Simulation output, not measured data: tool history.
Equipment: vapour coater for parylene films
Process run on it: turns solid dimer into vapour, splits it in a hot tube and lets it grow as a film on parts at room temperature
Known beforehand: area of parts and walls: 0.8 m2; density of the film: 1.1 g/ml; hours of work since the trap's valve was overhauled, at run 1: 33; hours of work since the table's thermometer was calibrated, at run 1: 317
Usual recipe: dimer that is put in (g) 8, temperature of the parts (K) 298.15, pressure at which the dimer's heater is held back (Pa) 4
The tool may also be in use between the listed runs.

| run | hour | dimer that is put in (g) | temperature of the parts (K) | pressure at which the dimer's heater is held back (Pa) | hours of work since the trap's valve was overhauled | hours of work since the table's thermometer was calibrated | thickness of the film (µm) |
|---|---|---|---|---|---|---|---|
| 1 | 0 | 8 | 298.15 | 4 | 33 | 317 | 4.71 |
| 2 | 18.3 | 8 | 298.15 | 4 | 42 | 327 | 4.74 |
| 3 | 27.2 | 8 | 298.15 | 4 | 47 | 332 | 4.67 |
| 4 | 36.5 | 8 | 298.15 | 4 | 52 | 337 | 4.66 |
| 5 | 46.4 | 8 | 298.15 | 4 | 57 | 342 | 4.66 |
| 6 | 56.3 | 8 | 298.15 | 4 | 63 | 347 | 4.64 |
| 7 | 67 | 8 | 298.15 | 4 | 68 | 353 | 4.63 |
| 8 | 76.6 | 8 | 298.15 | 4 | 74 | 358 | 4.65 |
| 9 | 93.1 | 8 | 298.15 | 4 | 82 | 367 | 4.62 |
| 10 | 107.1 | 8 | 298.15 | 4 | 90 | 375 | 4.62 |
| 11 | 123.3 | 8 | 298.15 | 4 | 99 | 383 | 4.58 |
| 12 | 139.1 | 8 | 298.15 | 4 | 107 | 392 | 4.5 |
| 13 | 155.5 | 8 | 298.15 | 4 | 116 | 400 | 4.56 |
| 14 | 170.6 | 8 | 298.15 | 4 | 124 | 408 | 4.46 |
| 15 | 185.6 | 8 | 298.15 | 4 | 132 | 417 | 4.46 |
| 16 | 194.3 | 8 | 298.15 | 4 | 136 | 421 | 4.43 |
| 17 | 207.9 | 8 | 298.15 | 4 | 144 | 428 | 4.44 |
| 18 | 218.7 | 8 | 298.15 | 4 | 149 | 434 | 4.47 |
| 19 | 226.7 | 8 | 298.15 | 4 | 154 | 438 | 4.4 |
| 20 | 244.9 | 14 | 298.15 | 4 | 163 | 448 | 7.64 |
| 21 | 258.5 | 8 | 298.15 | 5.83 | 171 | 455 | 4.06 |
| 22 | 271 | 8 | 298.15 | 10.76 | 177 | 462 | 3.56 |
| 23 | 286.2 | 8 | 298.15 | 10.76 | 186 | 470 | 3.53 |
| 24 | 301.1 | 8 | 298.15 | 10.76 | 193 | 478 | 3.53 |
| 25 | 315.3 | 8 | 298.15 | 10.76 | 201 | 486 | 3.48 |
| 26 | 324.7 | 4 | 298.15 | 10.76 | 206 | 491 | 1.71 |
|  | 340.7 | trap's valve overhauled |
| 27 | 342.1 | 8 | 294.15 | 4 | 1 | 498 | 5.62 |
| 28 | 350.3 | 9 | 295.15 | 6.35 | 5 | 502 | 5.51 |
| 29 | 364.9 | 11 | 300.15 | 2.33 | 13 | 510 | 6.88 |
| 30 | 373.2 | 4 | 298.15 | 4 | 17 | 515 | 2.38 |
| 31 | 381.7 | 4 | 302.15 | 4 | 22 | 519 | 2.06 |
| 32 | 393.6 | 4 | 302.15 | 4 | 28 | 526 | 2.03 |
| 33 | 411.7 | 3 | 298.15 | 4 | 38 | 535 | 1.78 |
| 34 | 426.6 | 3 | 298.15 | 4 | 46 | 543 | 1.73 |
| 35 | 435.5 | 8 | 309.15 | 4 | 51 | 548 | 3.09 |
| 36 | 448.7 | 6 | 300.15 | 10.2 | 58 | 555 | 2.67 |
| 37 | 461.3 | 13 | 305.15 | 3.81 | 64 | 562 | 5.9 |
| 38 | 477.8 | 12 | 305.15 | 3.81 | 73 | 571 | 5.44 |
| 39 | 495.9 | 9 | 306.15 | 6.95 | 83 | 580 | 3.41 |
| 40 | 503.9 | 8 | 297.15 | 5.76 | 87 | 584 | 4.42 |
| 41 | 521.5 | 6 | 303.15 | 2.48 | 97 | 594 | 3.14 |
| 42 | 539.8 | 6 | 303.15 | 2.48 | 106 | 604 | 3.1 |
| 43 | 552.9 | 4 | 298.15 | 11.19 | 113 | 611 | 1.84 |
| 44 | 565.1 | 4 | 298.15 | 11.19 | 120 | 617 | 1.81 |
| 45 | 583.1 | 4 | 298.15 | 11.19 | 130 | 627 | 1.79 |
| 46 | 599.8 | 11 | 306.15 | 11.19 | 138 | 636 | 3.68 |

Below are 5 alternative next runs, each starting from the tool's condition after run 46. Predict each:
| A | 607.5 | 9 | 296.15 | 4 | 143 | 640 | ? |
| B | 607.5 | 7 | 298.15 | 4 | 143 | 640 | ? |
| C | 607.5 | 7 | 300.15 | 5.11 | 143 | 640 | ? |
| D | 607.5 | 12 | 290.15 | 2.91 | 143 | 640 | ? |
| E | 607.5 | 3 | 294.15 | 2.98 | 143 | 640 | ? |

| run | thickness of the film (µm) |
|---|---|
| A | 5.41 |
| B | 3.86 |
| C | 3.45 |
| D | 9.57 |
| E | 2.03 |
With no hidden state in the tool, these same runs would have given:
| run | thickness of the film (µm) |
|---|---|
| A | 5.85 |
| B | 4.18 |
| C | 3.74 |
| D | 10.36 |
| E | 2.2 |
